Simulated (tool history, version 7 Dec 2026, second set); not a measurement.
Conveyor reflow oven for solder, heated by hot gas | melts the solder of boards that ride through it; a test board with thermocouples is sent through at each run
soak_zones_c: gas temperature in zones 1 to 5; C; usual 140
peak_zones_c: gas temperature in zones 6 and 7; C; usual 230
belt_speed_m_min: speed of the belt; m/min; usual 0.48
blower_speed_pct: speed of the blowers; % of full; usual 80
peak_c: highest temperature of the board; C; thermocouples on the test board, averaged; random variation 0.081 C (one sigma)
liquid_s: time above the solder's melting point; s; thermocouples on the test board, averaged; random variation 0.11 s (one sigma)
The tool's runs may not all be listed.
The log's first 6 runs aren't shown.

| run | day | soak_zones_c | peak_zones_c | belt_speed_m_min | blower_speed_pct | hours of work since the flux was cleaned out | hours of work since the belt drive was overhauled | hours of work since the thermocouples were changed | peak_c | liquid_s |
|---|---|---|---|---|---|---|---|---|---|---|
|  | 2.638 | flux residue cleaned out of gas plates and filters |
| 7 | 3.083 | 140 | 230 | 0.48 | 80 | 6 | 279 | 454 | 219 | 69 |
| 8 | 3.571 | 140 | 230 | 0.48 | 80 | 12 | 286 | 461 | 219.12 | 69.1 |
| 9 | 4.221 | 140 | 230 | 0.48 | 80 | 21 | 294 | 469 | 219.03 | 69.1 |
| 10 | 4.529 | 140 | 230 | 0.48 | 80 | 25 | 298 | 473 | 219.17 | 69 |
| 11 | 5.1 | 140 | 230 | 0.48 | 80 | 33 | 306 | 481 | 218.96 | 68.9 |
| 12 | 5.817 | 140 | 230 | 0.48 | 80 | 42 | 315 | 490 | 219.2 | 68.9 |
| 13 | 6.396 | 140 | 230 | 0.48 | 80 | 50 | 323 | 498 | 219.29 | 69.1 |
|  | 6.85 | flux residue cleaned out of gas plates and filters, once more |
| 14 | 7.225 | 140 | 230 | 0.48 | 80 | 5 | 331 | 506 | 220.79 | 70.8 |
| 15 | 7.725 | 140 | 230 | 0.48 | 80 | 12 | 338 | 513 | 220.79 | 70.9 |
| 16 | 8.208 | 129 | 230 | 0.48 | 80 | 18 | 344 | 519 | 219.33 | 65.7 |
| 17 | 8.533 | 129 | 222 | 0.48 | 66 | 22 | 349 | 523 | 209.62 | 55.6 |
| 18 | 8.975 | 127 | 233 | 0.568 | 70 | 28 | 354 | 529 | 214 | 49.2 |
| 19 | 9.471 | 148 | 239 | 0.461 | 90 | 35 | 361 | 536 | 232.22 | 84.3 |
| 20 | 9.8 | 148 | 239 | 0.461 | 90 | 39 | 365 | 540 | 232.41 | 84.3 |
| 21 | 10.1 | 136 | 238 | 0.48 | 80 | 43 | 369 | 544 | 227.65 | 73.8 |
| 22 | 10.75 | 140 | 242 | 0.464 | 83 | 52 | 378 | 553 | 233.21 | 81.2 |
| 23 | 11.454 | 140 | 242 | 0.464 | 83 | 61 | 387 | 562 | 233.29 | 81.2 |
| 24 | 11.8 | 128 | 230 | 0.48 | 80 | 65 | 392 | 567 | 219.2 | 65.2 |
| 25 | 12.429 | 129 | 230 | 0.48 | 80 | 74 | 400 | 575 | 219.43 | 65.7 |
| 26 | 12.742 | 140 | 222 | 0.575 | 80 | 78 | 404 | 579 | 208.87 | 48.7 |
|  | 13.067 | thermocouples of zones 6 and 7 changed |
| 27 | 13.533 | 143 | 222 | 0.448 | 80 | 87 | 414 | 6 | 212.85 | 71.4 |
| 28 | 14.175 | 140 | 230 | 0.554 | 69 | 96 | 422 | 15 | 212.23 | 53.4 |
| 29 | 14.75 | 140 | 230 | 0.554 | 69 | 103 | 430 | 22 | 212.23 | 53.2 |
| 30 | 15.408 | 140 | 230 | 0.554 | 69 | 112 | 438 | 31 | 212.23 | 53.5 |
| 31 | 15.812 | 153 | 230 | 0.443 | 80 | 117 | 444 | 36 | 221.88 | 84.2 |

Forecast each of these 4 alternatives for the next run:
| A | 16.383 | 130 | 244 | 0.48 | 80 | 125 | 451 | 44 | ? | ? |
| B | 16.383 | 127 | 221 | 0.447 | 80 | 125 | 451 | 44 | ? | ? |
| C | 16.383 | 153 | 230 | 0.498 | 78 | 125 | 451 | 44 | ? | ? |
| D | 16.383 | 129 | 241 | 0.48 | 67 | 125 | 451 | 44 | ? | ? |

| run | peak_c | liquid_s |
|---|---|---|
| A | 229.78 | 73.3 |
| B | 210.29 | 62.3 |
| C | 219.04 | 72.3 |
| D | 224.16 | 68.6 |
Without the tool's hidden state the same runs would have given:
| run | peak_c | liquid_s |
|---|---|---|
| A | 230.49 | 73.3 |
| B | 210.93 | 62.8 |
| C | 219.65 | 72.3 |
| D | 224.82 | 68.8 |
